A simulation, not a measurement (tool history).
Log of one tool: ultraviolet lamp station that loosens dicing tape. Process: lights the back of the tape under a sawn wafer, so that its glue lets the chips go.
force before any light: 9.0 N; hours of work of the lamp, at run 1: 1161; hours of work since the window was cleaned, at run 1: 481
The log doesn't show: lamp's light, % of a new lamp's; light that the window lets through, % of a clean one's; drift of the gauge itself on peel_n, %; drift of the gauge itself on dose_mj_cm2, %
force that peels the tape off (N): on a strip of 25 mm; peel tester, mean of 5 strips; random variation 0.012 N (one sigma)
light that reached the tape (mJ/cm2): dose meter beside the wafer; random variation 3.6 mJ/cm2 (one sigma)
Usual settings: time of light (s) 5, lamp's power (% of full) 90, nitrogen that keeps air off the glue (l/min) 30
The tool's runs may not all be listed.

run,day,time of light (s),lamp's power (% of full),nitrogen that keeps air off the glue (l/min),hours of work of the lamp,hours of work since the window was cleaned,force that peels the tape off (N),light that reached the tape (mJ/cm2)
1,0.000,5,90,30,1161,481,1.106,432
2,1.983,3,90,30,1186,505,2.460,256
3,5.125,5,74,30,1224,544,1.691,344
4,6.850,5,82,30,1246,565,1.399,379
5,9.342,5,82,30,1276,596,1.416,373
6,11.717,5,82,30,1305,625,1.542,368
# day 11.883: window cleaned of glue's vapour
7,14.633,5,82,30,1341,34,1.214,409
8,17.121,5,82,30,1372,64,1.258,406
9,20.058,5,90,30,1408,101,1.051,440
10,21.892,5,100,30,1430,123,0.883,482
11,24.254,5,90,39,1459,152,0.992,430
12,26.483,5,90,30,1487,180,1.141,425
13,29.325,5,90,30,1522,215,1.154,419
14,31.854,5,90,30,1553,246,1.227,415
15,34.279,5,90,30,1583,275,1.263,406
16,36.254,5,90,20,1607,300,1.482,401
17,38.171,4,97,41,1631,323,1.518,343
18,39.812,5,67,30,1651,344,2.117,292
19,42.717,5,64,56,1686,379,2.008,277
20,45.375,5,64,56,1719,412,2.057,275
21,48.579,2,68,35,1759,451,5.029,113
22,49.900,4,89,11,1775,468,2.870,297
23,53.021,4,89,11,1813,506,2.881,289
24,55.388,4,69,39,1842,535,2.967,219
25,56.825,4,69,39,1860,553,2.836,221
26,58.338,9,71,23,1879,571,0.911,508
# day 59.250: lamp changed
27,60.908,3,71,18,20,602,3.136,240
28,62.350,5,83,42,38,620,0.849,471
# day 62.996: window cleaned of glue's vapour
29,64.504,3,62,13,64,19,3.445,238
30,66.321,2,65,30,87,41,3.982,161
31,69.500,3,84,18,126,80,2.232,315
32,71.954,4,90,14,156,110,1.428,439

Forecast each of these 5 alternatives for the next run:
A,74.233,7,74,14,184,138,?,?
B,74.233,3,90,14,184,138,?,?
C,74.233,4,74,14,184,138,?,?
D,74.233,2,95,30,184,138,?,?
E,74.233,4,71,52,184,138,?,?

run,force that peels the tape off (N),light that reached the tape (mJ/cm2)
A,0.738,629
B,2.249,328
C,2.027,364
D,2.910,230
E,1.384,348
Without the tool's hidden state the same runs would have given:
run,force that peels the tape off (N),light that reached the tape (mJ/cm2)
A,0.609,683
B,2.010,356
C,1.794,395
D,2.644,250
E,1.190,378
